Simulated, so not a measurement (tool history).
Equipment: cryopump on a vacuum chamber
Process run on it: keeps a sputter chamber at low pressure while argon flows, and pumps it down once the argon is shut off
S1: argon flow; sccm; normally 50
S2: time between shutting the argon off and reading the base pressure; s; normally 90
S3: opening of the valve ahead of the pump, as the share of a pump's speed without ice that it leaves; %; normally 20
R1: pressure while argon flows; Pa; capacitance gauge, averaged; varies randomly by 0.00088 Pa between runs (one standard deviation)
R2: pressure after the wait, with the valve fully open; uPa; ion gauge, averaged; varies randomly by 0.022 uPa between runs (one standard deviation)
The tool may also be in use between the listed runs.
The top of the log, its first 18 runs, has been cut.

run	hour	S1	S2	S3	R1	R2
19	1360.3	20	90	23	0.0662	1.08
20	1443.4	50	144	20	0.1886	1.01
21	1516.8	50	90	24	0.1601	1.14
22	1610	50	90	24	0.16	1.16
23	1697.6	50	90	24	0.1608	1.21
24	1750.9	45	212	37	0.0992	1
25	1813.9	20	37	42	0.0392	1.9
26	1898.5	20	37	42	0.0404	2.01
# hour 1927.8: pump warmed up, emptied and cooled again
27	1993.8	20	37	42	0.0346	1.76
28	2073.1	39	37	42	0.0691	1.77
29	2161.5	41	26	22	0.1377	2.33
30	2224.3	41	262	22	0.1403	0.92

What does the tool deliver on the next run?
31	2331.1	26	54	20	?	?

Run 31 measured R1 0.0969 Pa, R2 1.55 uPa.
Minus the tool's unlogged condition, the same run would have read R1 0.0938 Pa, R2 0.88 uPa.

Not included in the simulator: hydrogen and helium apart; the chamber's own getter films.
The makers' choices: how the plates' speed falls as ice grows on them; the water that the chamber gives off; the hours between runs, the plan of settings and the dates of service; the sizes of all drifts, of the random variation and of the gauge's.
